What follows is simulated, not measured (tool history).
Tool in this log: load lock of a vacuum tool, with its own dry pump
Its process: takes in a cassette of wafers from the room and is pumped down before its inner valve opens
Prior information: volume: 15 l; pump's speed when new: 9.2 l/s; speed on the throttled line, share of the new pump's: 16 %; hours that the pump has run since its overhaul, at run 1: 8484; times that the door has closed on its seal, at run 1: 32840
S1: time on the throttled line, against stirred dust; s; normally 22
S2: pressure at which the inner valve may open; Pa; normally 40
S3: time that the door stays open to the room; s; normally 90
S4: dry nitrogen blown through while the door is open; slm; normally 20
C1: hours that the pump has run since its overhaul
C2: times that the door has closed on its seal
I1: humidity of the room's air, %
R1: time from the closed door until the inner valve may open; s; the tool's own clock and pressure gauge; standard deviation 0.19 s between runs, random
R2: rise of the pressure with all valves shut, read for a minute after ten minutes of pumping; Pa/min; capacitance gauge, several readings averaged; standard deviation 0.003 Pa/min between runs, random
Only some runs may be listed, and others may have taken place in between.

run,hour,S1,S2,S3,S4,C1,C2,I1,R1,R2
1,0.0,22,40,90,20,8484,32840,45.3,32.6,0.721
# hour 26.4: door's seal changed, seat wiped
2,150.5,22,62,90,20,8633,621,42.5,31.9,0.048
3,438.1,22,62,90,20,8921,2059,43.2,31.6,0.061
4,639.7,22,40,90,20,9122,3067,41.8,32.7,0.066
5,860.5,14,40,90,20,9343,4171,44.6,26.5,0.084
6,1118.8,22,40,135,20,9601,5462,47.6,32.3,0.105
7,1290.0,22,40,90,19,9773,6318,44.8,32.6,0.106
8,1570.3,22,40,90,24,10053,7720,44.3,33.0,0.116
9,1868.9,22,40,90,24,10352,9212,44.6,32.9,0.140
10,2105.7,41,52,150,6,10588,10396,46.9,48.0,0.214
11,2273.5,41,33,150,6,10756,11235,45.1,48.7,0.227

Below are 4 alternative next runs, each starting from the tool's condition after run 11. Predict each:
A,2571.6,34,68,91,6,11054,12726,46.8,?,?
B,2571.6,25,72,150,6,11054,12726,43.2,?,?
C,2571.6,22,40,103,20,11054,12726,46.4,?,?
D,2571.6,22,40,71,20,11054,12726,43.6,?,?

run,R1,R2
A,41.8,0.236
B,34.2,0.246
C,32.9,0.205
D,32.3,0.192
Without the tool's unlogged condition, the same runs would have read:
run,R1,R2
A,40.8,0.083
B,33.0,0.095
C,31.3,0.052
D,30.8,0.039

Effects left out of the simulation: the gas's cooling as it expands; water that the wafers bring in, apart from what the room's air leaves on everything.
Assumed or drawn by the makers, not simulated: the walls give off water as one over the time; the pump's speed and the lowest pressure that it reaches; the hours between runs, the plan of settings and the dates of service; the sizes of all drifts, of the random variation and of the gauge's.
